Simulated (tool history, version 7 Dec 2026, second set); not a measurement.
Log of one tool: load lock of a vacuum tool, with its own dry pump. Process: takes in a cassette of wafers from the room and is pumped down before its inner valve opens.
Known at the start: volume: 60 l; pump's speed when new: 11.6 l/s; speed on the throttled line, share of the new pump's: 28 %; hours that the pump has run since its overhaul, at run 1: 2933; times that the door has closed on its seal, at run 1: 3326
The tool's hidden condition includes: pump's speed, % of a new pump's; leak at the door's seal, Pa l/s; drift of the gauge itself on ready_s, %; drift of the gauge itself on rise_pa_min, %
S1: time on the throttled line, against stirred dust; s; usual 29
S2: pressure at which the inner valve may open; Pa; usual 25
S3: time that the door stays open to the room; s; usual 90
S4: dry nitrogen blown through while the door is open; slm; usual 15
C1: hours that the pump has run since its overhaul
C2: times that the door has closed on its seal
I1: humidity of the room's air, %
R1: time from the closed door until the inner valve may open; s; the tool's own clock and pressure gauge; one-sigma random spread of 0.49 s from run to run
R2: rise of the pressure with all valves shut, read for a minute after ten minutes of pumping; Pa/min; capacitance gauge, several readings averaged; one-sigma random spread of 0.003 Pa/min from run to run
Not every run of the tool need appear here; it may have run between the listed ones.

Run 1, day 0: usual settings; C1 2933; C2 3326; I1 46.9. Result: R1 63.9 s, R2 0.057 Pa/min.
Run 2, day 3.608: usual settings; C1 3019; C2 3460; I1 45. Result: R1 64.9 s, R2 0.054 Pa/min.
Run 3, day 5.929: usual settings; C1 3075; C2 3546; I1 45.4. Result: R1 65.3 s, R2 0.051 Pa/min.
Run 4, day 7.946: usual settings but S1 34 s; C1 3123; C2 3620; I1 44.6. Result: R1 69 s, R2 0.064 Pa/min.
Run 5, day 9.704: usual settings but S1 17 s; C1 3165; C2 3686; I1 49. Result: R1 55.6 s, R2 0.061 Pa/min.
Run 6, day 13.283: usual settings but S3 32 s; C1 3251; C2 3818; I1 42.1. Result: R1 64.1 s, R2 0.039 Pa/min.
Run 7, day 15.333: usual settings; C1 3300; C2 3894; I1 42.7. Result: R1 65.2 s, R2 0.055 Pa/min.
Run 8, day 18.933: usual settings; C1 3387; C2 4028; I1 46.9. Result: R1 66.8 s, R2 0.063 Pa/min.
Run 9, day 21.171: usual settings; C1 3441; C2 4111; I1 43. Result: R1 66 s, R2 0.059 Pa/min.
Run 10, day 24.067: usual settings; C1 3510; C2 4218; I1 44.8. Result: R1 64 s, R2 0.061 Pa/min.
Run 11, day 27.508: usual settings; C1 3593; C2 4345; I1 42.9. Result: R1 64.4 s, R2 0.058 Pa/min.
Run 12, day 30.367: usual settings but S3 39 s, S4 30 slm; C1 3661; C2 4451; I1 43.9. Result: R1 64.7 s, R2 0.033 Pa/min.
Run 13, day 32.254: usual settings but S3 178 s, S4 30 slm; C1 3707; C2 4521; I1 41.1. Result: R1 63.9 s, R2 0.058 Pa/min.
Run 14, day 34.112: usual settings but S1 15 s; C1 3751; C2 4590; I1 44.6. Result: R1 55.1 s, R2 0.059 Pa/min.
Run 15, day 36.338: usual settings but S1 15 s; C1 3805; C2 4673; I1 46.2. Result: R1 55.3 s, R2 0.063 Pa/min.
Run 16, day 38.517: usual settings but S1 15 s; C1 3857; C2 4753; I1 44. Result: R1 55.6 s, R2 0.061 Pa/min.
Run 17, day 40.888: usual settings but S1 58 s, S2 34 Pa; C1 3914; C2 4841; I1 44.9. Result: R1 84.4 s, R2 0.062 Pa/min.
Run 18, day 44.888: usual settings but S1 28 s, S2 18 Pa, S3 68 s, S4 26 slm; C1 4010; C2 4990; I1 45.2. Result: R1 66.3 s, R2 0.042 Pa/min.
Run 19, day 48.383: usual settings but S1 28 s, S2 18 Pa, S3 68 s, S4 26 slm; C1 4094; C2 5119; I1 47. Result: R1 66.8 s, R2 0.054 Pa/min.
Run 20, day 50.554: usual settings but S3 222 s, S4 8 slm; C1 4146; C2 5200; I1 45.1. Result: R1 65 s, R2 0.091 Pa/min.
Run 21, day 52.904: usual settings but S3 222 s, S4 8 slm; C1 4202; C2 5287; I1 44.6. Result: R1 65 s, R2 0.088 Pa/min.
Run 22, day 55.596: usual settings but S3 222 s, S4 8 slm; C1 4267; C2 5387; I1 46.6. Result: R1 64.6 s, R2 0.094 Pa/min.

Consider 3 possible next runs. They are alternatives, not a sequence: every one starts from the tool as it was left by run 22. What does each give?
Run A, day 58.754: usual settings but S1 54 s, S2 46 Pa, S4 10 slm; C1 4343; C2 5504; I1 42.3. Result: R1 ?, R2 ?.
Run B, day 58.754: usual settings but S3 38 s, S4 29 slm; C1 4343; C2 5504; I1 46.9. Result: R1 ?, R2 ?.
Run C, day 58.754: usual settings but S3 69 s, S4 5 slm; C1 4343; C2 5504; I1 45. Result: R1 ?, R2 ?.

run    R1     R2
  A    80  0.067
  B    66  0.039
  C  66.3  0.074
Without the tool's hidden state the same runs would have given:
run    R1     R2
  A  78.9  0.054
  B  64.4  0.026
  C  64.7  0.061
